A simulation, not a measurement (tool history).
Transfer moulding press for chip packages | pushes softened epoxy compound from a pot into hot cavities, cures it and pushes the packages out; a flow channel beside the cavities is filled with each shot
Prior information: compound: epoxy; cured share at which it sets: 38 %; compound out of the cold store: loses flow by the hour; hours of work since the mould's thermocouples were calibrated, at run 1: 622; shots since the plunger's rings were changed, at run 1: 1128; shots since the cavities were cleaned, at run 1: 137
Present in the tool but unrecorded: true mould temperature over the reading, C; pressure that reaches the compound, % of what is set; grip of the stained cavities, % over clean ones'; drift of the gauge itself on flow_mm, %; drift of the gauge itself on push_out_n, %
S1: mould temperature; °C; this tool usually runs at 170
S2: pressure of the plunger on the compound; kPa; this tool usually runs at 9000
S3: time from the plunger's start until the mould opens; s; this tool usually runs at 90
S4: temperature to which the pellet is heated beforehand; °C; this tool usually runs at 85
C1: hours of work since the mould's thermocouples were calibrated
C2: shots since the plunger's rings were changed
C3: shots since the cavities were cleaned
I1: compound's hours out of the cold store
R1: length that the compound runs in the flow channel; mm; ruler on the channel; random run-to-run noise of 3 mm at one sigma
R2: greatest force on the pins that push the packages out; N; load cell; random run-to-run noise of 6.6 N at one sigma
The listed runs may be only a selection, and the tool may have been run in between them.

Run 1, hour 0: usual settings; C1 622; C2 1128; C3 137; I1 23.9. Result: R1 638 mm, R2 363 N.
Run 2, hour 11.7: usual settings; C1 629; C2 1256; C3 265; I1 43.6. Result: R1 605 mm, R2 393 N.
Run 3, hour 28.7: usual settings; C1 639; C2 1442; C3 451; I1 15.1. Result: R1 649 mm, R2 474 N.
Run 4, hour 41.1: usual settings but S3 108 s; C1 646; C2 1578; C3 587; I1 13.3. Result: R1 656 mm, R2 390 N.
At hour 61.4: cavities cleaned with cleaning compound and waxed.
Run 5, hour 64.6: usual settings but S3 108 s; C1 659; C2 1818; C3 34; I1 18.9. Result: R1 639 mm, R2 245 N.
Run 6, hour 83.8: usual settings but S3 108 s; C1 670; C2 2029; C3 245; I1 18.9. Result: R1 639 mm, R2 320 N.
At hour 103.9: mould's thermocouples calibrated.
Run 7, hour 106.6: usual settings but S3 108 s; C1 2; C2 2256; C3 472; I1 37.9. Result: R1 616 mm, R2 363 N.
Run 8, hour 122.5: usual settings but S3 108 s; C1 11; C2 2431; C3 647; I1 15.5. Result: R1 647 mm, R2 393 N.
At hour 138.4: cavities cleaned with cleaning compound and waxed.
Run 9, hour 151.3: usual settings; C1 26; C2 2730; C3 142; I1 15.8. Result: R1 640 mm, R2 346 N.
Run 10, hour 169.1: usual settings but S1 167 °C; C1 37; C2 2924; C3 336; I1 27.5. Result: R1 629 mm, R2 465 N.
Run 11, hour 194.8: usual settings but S1 167 °C; C1 51; C2 3205; C3 617; I1 38.7. Result: R1 604 mm, R2 536 N.
At hour 212.8: cavities cleaned with cleaning compound and waxed.
Run 12, hour 217.4: usual settings but S4 86 °C; C1 63; C2 3437; C3 51; I1 35.4. Result: R1 609 mm, R2 298 N.
Run 13, hour 232.5: usual settings but S4 86 °C; C1 72; C2 3602; C3 216; I1 46.4. Result: R1 589 mm, R2 348 N.
Run 14, hour 257.4: usual settings but S2 7000 kPa; C1 86; C2 3874; C3 488; I1 21.7. Result: R1 556 mm, R2 439 N.
Run 15, hour 272.7: usual settings but S2 7000 kPa; C1 95; C2 4042; C3 656; I1 15.7. Result: R1 562 mm, R2 473 N.
At hour 288.1: cavities cleaned with cleaning compound and waxed.
Run 16, hour 302.7: usual settings but S2 7000 kPa, S3 86 s, S4 83 °C; C1 112; C2 4354; C3 160; I1 27.6. Result: R1 545 mm, R2 384 N.
Run 17, hour 326.5: usual settings but S1 165 °C, S3 128 s; C1 125; C2 4613; C3 419; I1 38.3. Result: R1 599 mm, R2 370 N.
Run 18, hour 338.2: usual settings but S2 7160 kPa, S3 92 s, S4 88 °C; C1 132; C2 4742; C3 548; I1 34.2. Result: R1 543 mm, R2 425 N.
At hour 363.9: cavities cleaned with cleaning compound and waxed.
Run 19, hour 365.1: usual settings but S2 7160 kPa, S3 92 s, S4 88 °C; C1 147; C2 5020; C3 14; I1 46.7. Result: R1 518 mm, R2 270 N.
Run 20, hour 388.6: usual settings but S1 177 °C, S2 6860 kPa, S3 70 s, S4 95 °C; C1 160; C2 5276; C3 270; I1 18.7. Result: R1 532 mm, R2 418 N.
Run 21, hour 405.7: usual settings but S1 178 °C, S3 97 s; C1 170; C2 5464; C3 458; I1 33. Result: R1 591 mm, R2 336 N.
Run 22, hour 419.9: usual settings but S1 176 °C, S2 8120 kPa, S3 91 s; C1 178; C2 5619; C3 613; I1 31.8. Result: R1 569 mm, R2 389 N.
At hour 437.8: cavities cleaned with cleaning compound and waxed.
At hour 442.1: plunger's sealing rings changed.
Run 23, hour 447.5: usual settings but S1 167 °C, S2 10230 kPa, S3 114 s, S4 75 °C; C1 192; C2 59; C3 79; I1 29.5. Result: R1 677 mm, R2 263 N.
Run 24, hour 460.8: usual settings but S1 167 °C, S2 10230 kPa, S3 114 s, S4 75 °C; C1 199; C2 205; C3 225; I1 37.5. Result: R1 666 mm, R2 326 N.

Run 25, settings as shown, results not yet in. Your forecast:
Run 25, hour 478.3: usual settings but S1 167 °C, S2 10230 kPa, S3 114 s, S4 75 °C; C1 209; C2 396; C3 416; I1 36.4. Result: R1 ?, R2 ?.

{"run 25": {"R1": 669, "R2": 366}}
Had the tool carried no hidden state, the very same run would have given R1 672 mm, R2 228 N.
